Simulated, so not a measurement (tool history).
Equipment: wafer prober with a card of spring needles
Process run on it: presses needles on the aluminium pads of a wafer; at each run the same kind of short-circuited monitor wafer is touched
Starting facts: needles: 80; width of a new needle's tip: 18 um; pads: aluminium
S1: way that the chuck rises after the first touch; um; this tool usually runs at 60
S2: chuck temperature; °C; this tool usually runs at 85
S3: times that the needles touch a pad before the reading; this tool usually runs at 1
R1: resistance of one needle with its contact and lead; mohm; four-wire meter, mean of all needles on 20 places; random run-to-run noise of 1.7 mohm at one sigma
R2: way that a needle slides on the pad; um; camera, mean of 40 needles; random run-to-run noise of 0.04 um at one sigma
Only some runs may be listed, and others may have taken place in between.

| run | hour | S1 | S2 | S3 | R1 | R2 |
|---|---|---|---|---|---|---|
| 1 | 0.0 | 60 | 85 | 1 | 177 | 13.60 |
|  | 5.5 | tips cleaned on abrasive film |
| 2 | 6.9 | 77 | 85 | 1 | 169 | 17.54 |
| 3 | 13.1 | 77 | 85 | 1 | 175 | 17.58 |
|  | 14.3 | tips cleaned on abrasive film |
|  | 22.4 | tips cleaned on abrasive film |
| 4 | 27.7 | 60 | 85 | 1 | 181 | 13.59 |
|  | 30.6 | tips cleaned on abrasive film |
|  | 38.7 | tips cleaned on abrasive film |
| 5 | 39.5 | 60 | 85 | 1 | 174 | 13.54 |
|  | 47.6 | tips cleaned on abrasive film |
| 6 | 50.8 | 60 | 85 | 1 | 178 | 13.55 |
|  | 55.7 | tips cleaned on abrasive film |
| 7 | 62.8 | 60 | 85 | 1 | 186 | 13.59 |
|  | 64.3 | tips cleaned on abrasive film |
| 8 | 69.1 | 60 | 113 | 1 | 189 | 13.52 |
|  | 72.8 | tips cleaned on abrasive film |
| 9 | 76.4 | 60 | 113 | 1 | 184 | 13.57 |
|  | 81.3 | tips cleaned on abrasive film |
| 10 | 85.7 | 60 | 113 | 1 | 186 | 13.45 |
|  | 89.4 | tips cleaned on abrasive film |
| 11 | 94.1 | 60 | 113 | 1 | 190 | 13.43 |
|  | 97.5 | tips cleaned on abrasive film |
| 12 | 101.7 | 60 | 85 | 1 | 180 | 13.46 |
|  | 106.4 | tips cleaned on abrasive film |
|  | 115.5 | tips cleaned on abrasive film |
| 13 | 115.8 | 60 | 85 | 1 | 171 | 13.50 |
|  | 124.2 | tips cleaned on abrasive film |
| 14 | 130.3 | 60 | 85 | 1 | 182 | 13.44 |
|  | 132.8 | tips cleaned on abrasive film |
| 15 | 139.0 | 60 | 27 | 1 | 175 | 13.44 |
|  | 141.1 | tips cleaned on abrasive film |
|  | 149.6 | tips cleaned on abrasive film |
| 16 | 150.4 | 60 | 27 | 1 | 162 | 13.38 |
| 17 | 157.0 | 77 | 58 | 2 | 169 | 17.35 |
|  | 158.3 | tips cleaned on abrasive film |
|  | 167.0 | tips cleaned on abrasive film |
| 18 | 167.0 | 44 | 50 | 3 | 174 | 9.64 |
|  | 175.3 | tips cleaned on abrasive film |
| 19 | 177.2 | 60 | 35 | 2 | 164 | 13.28 |
|  | 183.6 | tips cleaned on abrasive film |
| 20 | 186.3 | 43 | 33 | 1 | 188 | 9.44 |
|  | 192.1 | tips cleaned on abrasive film |
| 21 | 192.4 | 44 | 33 | 3 | 171 | 9.61 |
|  | 200.8 | tips cleaned on abrasive film |
| 22 | 201.3 | 72 | 42 | 2 | 158 | 16.10 |
| 23 | 208.4 | 66 | 37 | 1 | 174 | 14.66 |
|  | 209.2 | tips cleaned on abrasive film |
| 24 | 215.2 | 66 | 26 | 2 | 164 | 14.71 |
|  | 217.3 | tips cleaned on abrasive film |
|  | 225.6 | tips cleaned on abrasive film |
| 25 | 226.0 | 72 | 28 | 1 | 157 | 16.08 |
|  | 234.3 | tips cleaned on abrasive film |
| 26 | 236.3 | 57 | 97 | 1 | 186 | 12.56 |
|  | 242.3 | tips cleaned on abrasive film |
| 27 | 244.3 | 57 | 97 | 1 | 184 | 12.51 |
|  | 251.4 | tips cleaned on abrasive film |
| 28 | 257.6 | 40 | 85 | 2 | 204 | 8.68 |
|  | 259.7 | tips cleaned on abrasive film |
|  | 268.3 | tips cleaned on abrasive film |
| 29 | 271.1 | 40 | 85 | 2 | 192 | 8.63 |
|  | 276.7 | tips cleaned on abrasive film |
| 30 | 283.9 | 46 | 33 | 2 | 188 | 10.01 |
|  | 285.1 | tips cleaned on abrasive film |
| 31 | 292.6 | 45 | 85 | 1 | 214 | 9.73 |

Below, some changes in R1 between adjacent runs. For each, the amount present without the hidden state too (settings, incoming material, random variation) and the amount remaining for the hidden state with gauge scatter not shared by both compared results:
Hidden state present: debris on the tips, nm; way that the needles fall short of the set height, um; tips' diameter, um; drift of the gauge itself on contact_mohm, %; drift of the gauge itself on scrub_um, %.
Run 19 -> 20: S1 60 -> 43, S2 35 -> 33, S3 2 -> 1, tips cleaned on abrasive film. R1 +24 mohm: hidden state +15, all else +9.
Run 20 -> 21: S1 43 -> 44, S3 1 -> 3, tips cleaned on abrasive film. R1 -17 mohm: hidden state -17, all else +0.
Run 22 -> 23: S1 72 -> 66, S2 42 -> 37, S3 2 -> 1. R1 +16 mohm: hidden state +15, all else +1.
Run 25 -> 26: S1 72 -> 57, S2 28 -> 97, tips cleaned on abrasive film. R1 +29 mohm: hidden state +9, all else +20.
Run 30 -> 31: S1 46 -> 45, S2 33 -> 85, S3 2 -> 1, tips cleaned on abrasive film. R1 +26 mohm: hidden state +14, all else +12.
